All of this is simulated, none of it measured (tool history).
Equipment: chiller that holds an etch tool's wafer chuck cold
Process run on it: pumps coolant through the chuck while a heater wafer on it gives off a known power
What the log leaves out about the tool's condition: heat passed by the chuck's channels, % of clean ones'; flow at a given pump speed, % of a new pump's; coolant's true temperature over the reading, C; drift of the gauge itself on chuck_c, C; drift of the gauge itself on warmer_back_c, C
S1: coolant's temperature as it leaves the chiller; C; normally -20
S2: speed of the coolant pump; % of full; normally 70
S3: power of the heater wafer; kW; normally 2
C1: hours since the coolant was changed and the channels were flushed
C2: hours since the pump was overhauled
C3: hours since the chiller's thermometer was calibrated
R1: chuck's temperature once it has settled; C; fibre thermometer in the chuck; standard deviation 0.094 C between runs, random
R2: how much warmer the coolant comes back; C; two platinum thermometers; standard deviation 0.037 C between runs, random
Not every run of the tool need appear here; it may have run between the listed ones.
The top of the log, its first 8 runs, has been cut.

Run 9, day 14.721: usual settings but S2 63 % of full; C1 3695; C2 2403; C3 662. Result: R1 -1.18 C, R2 11.96 C.
Run 10, day 15.846: usual settings but S2 63 % of full; C1 3722; C2 2430; C3 689. Result: R1 -1.28 C, R2 11.98 C.
Run 11, day 17.233: usual settings but S2 63 % of full; C1 3756; C2 2463; C3 722. Result: R1 -1.2 C, R2 11.98 C.
Run 12, day 18.517: usual settings but S2 86 % of full; C1 3786; C2 2494; C3 753. Result: R1 -5.06 C, R2 8.69 C.
Run 13, day 20.533: usual settings but S3 2.472 kW; C1 3835; C2 2542; C3 802. Result: R1 1.57 C, R2 13.28 C.
Run 14, day 22.558: usual settings but S1 -15 C; C1 3883; C2 2591; C3 850. Result: R1 2.32 C, R2 10.87 C.
Run 15, day 23.929: usual settings but S1 -15 C; C1 3916; C2 2624; C3 883. Result: R1 2.52 C, R2 10.8 C.
Run 16, day 25.317: usual settings but S1 -15 C, S3 2.522 kW; C1 3950; C2 2657; C3 916. Result: R1 7.13 C, R2 13.61 C.
Run 17, day 27.067: usual settings but S1 -15 C, S3 2.522 kW; C1 3992; C2 2699; C3 958. Result: R1 7.06 C, R2 13.72 C.
Run 18, day 28.212: usual settings but S1 -15 C, S3 2.522 kW; C1 4019; C2 2726; C3 986. Result: R1 7.2 C, R2 13.62 C.
Run 19, day 29.425: usual settings but S1 -15 C, S3 2.522 kW; C1 4048; C2 2755; C3 1015. Result: R1 7.23 C, R2 13.7 C.
Run 20, day 31.246: usual settings but S1 -15 C, S3 2.522 kW; C1 4092; C2 2799; C3 1059. Result: R1 7.05 C, R2 13.57 C.
Run 21, day 33.008: usual settings but S1 -28 C, S2 81 % of full, S3 1.359 kW; C1 4134; C2 2841; C3 1101. Result: R1 -17.47 C, R2 6.34 C.
Run 22, day 34.483: usual settings but S1 -22 C, S3 1.23 kW; C1 4170; C2 2877; C3 1136. Result: R1 -11.43 C, R2 6.63 C.
Run 23, day 36.442: usual settings but S1 -22 C, S3 1.23 kW; C1 4217; C2 2924; C3 1183. Result: R1 -11.34 C, R2 6.67 C.
Run 24, day 37.404: usual settings but S1 -22 C, S3 1.23 kW; C1 4240; C2 2947; C3 1206. Result: R1 -11.24 C, R2 6.62 C.
Run 25, day 38.542: usual settings but S1 -17 C, S2 67 % of full, S3 1.258 kW; C1 4267; C2 2974; C3 1234. Result: R1 -5.78 C, R2 7.1 C.
Run 26, day 39.879: usual settings but S1 -23 C, S3 1.062 kW; C1 4299; C2 3006; C3 1266. Result: R1 -13.82 C, R2 5.73 C.
Run 27, day 41.15: usual settings but S1 -14 C, S2 92 % of full, S3 2.226 kW; C1 4330; C2 3037; C3 1296. Result: R1 1.95 C, R2 9.08 C.
Run 28, day 43.379: usual settings but S1 -26 C, S2 90 % of full, S3 1.209 kW; C1 4383; C2 3090; C3 1350. Result: R1 -17.26 C, R2 4.98 C.
Run 29, day 44.504: usual settings but S1 -26 C, S2 90 % of full, S3 1.209 kW; C1 4410; C2 3117; C3 1377. Result: R1 -17.15 C, R2 5.06 C.
Run 30, day 45.817: usual settings but S1 -19 C, S2 72 % of full, S3 2.448 kW; C1 4442; C2 3149; C3 1408. Result: R1 2.23 C, R2 13 C.
Run 31, day 47.808: usual settings but S1 -25 C, S2 65 % of full, S3 2.084 kW; C1 4489; C2 3197; C3 1456. Result: R1 -5.58 C, R2 12.11 C.

Run 32 has not been measured yet. What should we expect?
Run 32, day 50.046: usual settings but S1 -25 C, S2 65 % of full, S3 2.084 kW; C1 4543; C2 3250; C3 1510. Result: R1 ?, R2 ?.

Run 32 gave R1 -5.72 C, R2 12.26 C.
Had the tool carried no hidden state, the very same run would have given R1 -7.37 C, R2 11.77 C.
